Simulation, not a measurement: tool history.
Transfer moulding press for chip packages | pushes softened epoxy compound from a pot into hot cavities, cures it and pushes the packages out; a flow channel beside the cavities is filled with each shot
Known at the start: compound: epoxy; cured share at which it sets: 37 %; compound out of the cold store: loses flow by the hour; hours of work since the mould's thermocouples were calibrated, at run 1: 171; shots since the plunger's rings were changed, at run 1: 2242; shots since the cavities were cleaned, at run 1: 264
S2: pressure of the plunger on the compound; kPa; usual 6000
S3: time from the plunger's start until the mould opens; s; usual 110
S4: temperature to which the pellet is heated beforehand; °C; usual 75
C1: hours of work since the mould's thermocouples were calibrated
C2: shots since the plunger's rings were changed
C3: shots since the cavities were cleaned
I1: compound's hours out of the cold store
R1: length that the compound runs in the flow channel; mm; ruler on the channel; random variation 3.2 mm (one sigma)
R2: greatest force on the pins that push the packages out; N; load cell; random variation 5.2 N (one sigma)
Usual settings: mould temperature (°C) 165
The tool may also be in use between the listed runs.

{"run": 1, "day": 0.0, "mould temperature (°C)": 165, "S2": 6000, "S3": 110, "S4": 75, "C1": 171, "C2": 2242, "C3": 264, "I1": 39.8, "R1": 534, "R2": 246}
{"run": 2, "day": 2.858, "mould temperature (°C)": 165, "S2": 6000, "S3": 110, "S4": 75, "C1": 213, "C2": 2998, "C3": 1020, "I1": 25, "R1": 562, "R2": 340}
{"day": 3.612, "done": "cavities cleaned with cleaning compound and waxed"}
{"run": 3, "day": 5.312, "mould temperature (°C)": 165, "S2": 6000, "S3": 110, "S4": 75, "C1": 248, "C2": 3630, "C3": 450, "I1": 31.4, "R1": 537, "R2": 297}
{"day": 8.0, "done": "cavities cleaned with cleaning compound and waxed"}
{"run": 4, "day": 8.262, "mould temperature (°C)": 165, "S2": 6000, "S3": 110, "S4": 75, "C1": 290, "C2": 4392, "C3": 69, "I1": 33.9, "R1": 527, "R2": 197}
{"day": 11.521, "done": "mould's thermocouples calibrated"}
{"run": 5, "day": 12.304, "mould temperature (°C)": 165, "S2": 6000, "S3": 110, "S4": 75, "C1": 11, "C2": 5438, "C3": 1115, "I1": 26.5, "R1": 528, "R2": 347}
{"day": 12.75, "done": "cavities cleaned with cleaning compound and waxed"}
{"run": 6, "day": 14.558, "mould temperature (°C)": 165, "S2": 6000, "S3": 110, "S4": 75, "C1": 43, "C2": 6017, "C3": 477, "I1": 39.5, "R1": 505, "R2": 305}
{"day": 15.896, "done": "plunger's sealing rings changed"}
{"run": 7, "day": 16.625, "mould temperature (°C)": 165, "S2": 6000, "S3": 110, "S4": 75, "C1": 72, "C2": 193, "C3": 996, "I1": 21.1, "R1": 588, "R2": 347}
{"day": 17.408, "done": "cavities cleaned with cleaning compound and waxed"}
{"run": 8, "day": 20.304, "mould temperature (°C)": 165, "S2": 5530, "S3": 110, "S4": 75, "C1": 125, "C2": 1148, "C3": 765, "I1": 34.8, "R1": 530, "R2": 317}
{"day": 21.917, "done": "cavities cleaned with cleaning compound and waxed"}
{"run": 9, "day": 22.954, "mould temperature (°C)": 165, "S2": 5760, "S3": 110, "S4": 75, "C1": 163, "C2": 1833, "C3": 274, "I1": 35.9, "R1": 535, "R2": 267}
{"day": 24.379, "done": "mould's thermocouples calibrated, once more"}
{"day": 26.625, "done": "cavities cleaned with cleaning compound and waxed"}
{"run": 10, "day": 26.783, "mould temperature (°C)": 165, "S2": 5760, "S3": 110, "S4": 75, "C1": 34, "C2": 2806, "C3": 42, "I1": 9.6, "R1": 577, "R2": 212}
{"run": 11, "day": 30.121, "mould temperature (°C)": 165, "S2": 5760, "S3": 110, "S4": 75, "C1": 83, "C2": 3688, "C3": 924, "I1": 12.5, "R1": 563, "R2": 356}
{"day": 31.142, "done": "cavities cleaned with cleaning compound and waxed"}
{"run": 12, "day": 32.179, "mould temperature (°C)": 165, "S2": 7020, "S3": 110, "S4": 75, "C1": 112, "C2": 4215, "C3": 274, "I1": 20.4, "R1": 594, "R2": 274}
{"run": 13, "day": 34.85, "mould temperature (°C)": 165, "S2": 7020, "S3": 110, "S4": 75, "C1": 151, "C2": 4920, "C3": 979, "I1": 37.9, "R1": 560, "R2": 344}
{"day": 35.588, "done": "cavities cleaned with cleaning compound and waxed"}
{"run": 14, "day": 37.108, "mould temperature (°C)": 165, "S2": 7020, "S3": 110, "S4": 75, "C1": 183, "C2": 5501, "C3": 402, "I1": 39.7, "R1": 543, "R2": 301}
{"day": 40.1, "done": "cavities cleaned with cleaning compound and waxed"}
{"day": 40.567, "done": "plunger's sealing rings changed"}
{"run": 15, "day": 41.2, "mould temperature (°C)": 160, "S2": 6000, "S3": 107, "S4": 81, "C1": 241, "C2": 168, "C3": 263, "I1": 36.4, "R1": 566, "R2": 327}
{"day": 44.671, "done": "cavities cleaned with cleaning compound and waxed"}
{"run": 16, "day": 44.725, "mould temperature (°C)": 165, "S2": 6360, "S3": 99, "S4": 74, "C1": 291, "C2": 1083, "C3": 15, "I1": 17.2, "R1": 603, "R2": 212}
{"run": 17, "day": 46.708, "mould temperature (°C)": 165, "S2": 6970, "S3": 106, "S4": 72, "C1": 320, "C2": 1607, "C3": 539, "I1": 22.4, "R1": 619, "R2": 339}
{"day": 47.975, "done": "mould's thermocouples calibrated"}
{"run": 18, "day": 48.933, "mould temperature (°C)": 164, "S2": 6970, "S3": 93, "S4": 77, "C1": 14, "C2": 2173, "C3": 1105, "I1": 34.4, "R1": 588, "R2": 482}
{"day": 49.171, "done": "cavities cleaned with cleaning compound and waxed"}
{"run": 19, "day": 50.896, "mould temperature (°C)": 164, "S2": 6970, "S3": 93, "S4": 77, "C1": 42, "C2": 2674, "C3": 455, "I1": 35.5, "R1": 585, "R2": 406}
{"run": 20, "day": 52.908, "mould temperature (°C)": 168, "S2": 4890, "S3": 93, "S4": 85, "C1": 71, "C2": 3207, "C3": 988, "I1": 41.8, "R1": 469, "R2": 385}
{"day": 53.629, "done": "cavities cleaned with cleaning compound and waxed"}
{"run": 21, "day": 55.846, "mould temperature (°C)": 170, "S2": 6000, "S3": 142, "S4": 75, "C1": 113, "C2": 3966, "C3": 586, "I1": 11.7, "R1": 569, "R2": 287}
{"day": 58.125, "done": "cavities cleaned with cleaning compound and waxed"}
{"run": 22, "day": 59.279, "mould temperature (°C)": 170, "S2": 6000, "S3": 142, "S4": 75, "C1": 162, "C2": 4857, "C3": 305, "I1": 34.7, "R1": 518, "R2": 248}
{"day": 62.55, "done": "cavities cleaned with cleaning compound and waxed"}
{"run": 23, "day": 63.396, "mould temperature (°C)": 170, "S2": 6000, "S3": 142, "S4": 75, "C1": 222, "C2": 5929, "C3": 224, "I1": 29.1, "R1": 514, "R2": 223}
{"day": 65.196, "done": "plunger's sealing rings changed"}
{"day": 67.058, "done": "cavities cleaned with cleaning compound and waxed"}
{"run": 24, "day": 67.058, "mould temperature (°C)": 164, "S2": 6000, "S3": 131, "S4": 75, "C1": 273, "C2": 475, "C3": 0, "I1": 13.8, "R1": 604, "R2": 153}
{"run": 25, "day": 69.333, "mould temperature (°C)": 159, "S2": 6680, "S3": 98, "S4": 73, "C1": 306, "C2": 1077, "C3": 602, "I1": 38.9, "R1": 582, "R2": 504}
{"day": 71.358, "done": "mould's thermocouples calibrated"}
{"day": 71.75, "done": "cavities cleaned with cleaning compound and waxed"}
{"run": 26, "day": 73.571, "mould temperature (°C)": 159, "S2": 6680, "S3": 98, "S4": 73, "C1": 31, "C2": 2158, "C3": 481, "I1": 26.8, "R1": 601, "R2": 534}
{"day": 76.438, "done": "cavities cleaned with cleaning compound and waxed"}
{"run": 27, "day": 77.579, "mould temperature (°C)": 165, "S2": 6000, "S3": 110, "S4": 80, "C1": 89, "C2": 3201, "C3": 302, "I1": 40.4, "R1": 527, "R2": 271}
{"run": 28, "day": 79.292, "mould temperature (°C)": 165, "S2": 6000, "S3": 110, "S4": 80, "C1": 114, "C2": 3654, "C3": 755, "I1": 13.1, "R1": 570, "R2": 332}

Some steps in R1 between neighbouring runs. How much of each would the tool show without its hidden state too (settings, what came in, random variation), and how much is left for the hidden state, with any gauge scatter that isn't in both results?
The hidden state here: true mould temperature over the reading, C; pressure that reaches the compound, % of what is set; grip of the stained cavities, % over clean ones'; drift of the gauge itself on flow_mm, %; drift of the gauge itself on push_out_n, %.
Run 6 -> 7: plunger's sealing rings changed. R1 +83 mm: hidden state +46, all else +37.
Run 14 -> 15: mould temperature (°C) 165 -> 160, S2 7020 -> 6000, S3 110 -> 107, S4 75 -> 81, cavities cleaned with cleaning compound and waxed, plunger's sealing rings changed. R1 +23 mm: hidden state +46, all else -23.
Run 19 -> 20: mould temperature (°C) 164 -> 168, S2 6970 -> 4890, S4 77 -> 85. R1 -116 mm: hidden state +0, all else -116.
Run 20 -> 21: mould temperature (°C) 168 -> 170, S2 4890 -> 6000, S3 93 -> 142, S4 85 -> 75, cavities cleaned with cleaning compound and waxed. R1 +100 mm: hidden state -11, all else +111.

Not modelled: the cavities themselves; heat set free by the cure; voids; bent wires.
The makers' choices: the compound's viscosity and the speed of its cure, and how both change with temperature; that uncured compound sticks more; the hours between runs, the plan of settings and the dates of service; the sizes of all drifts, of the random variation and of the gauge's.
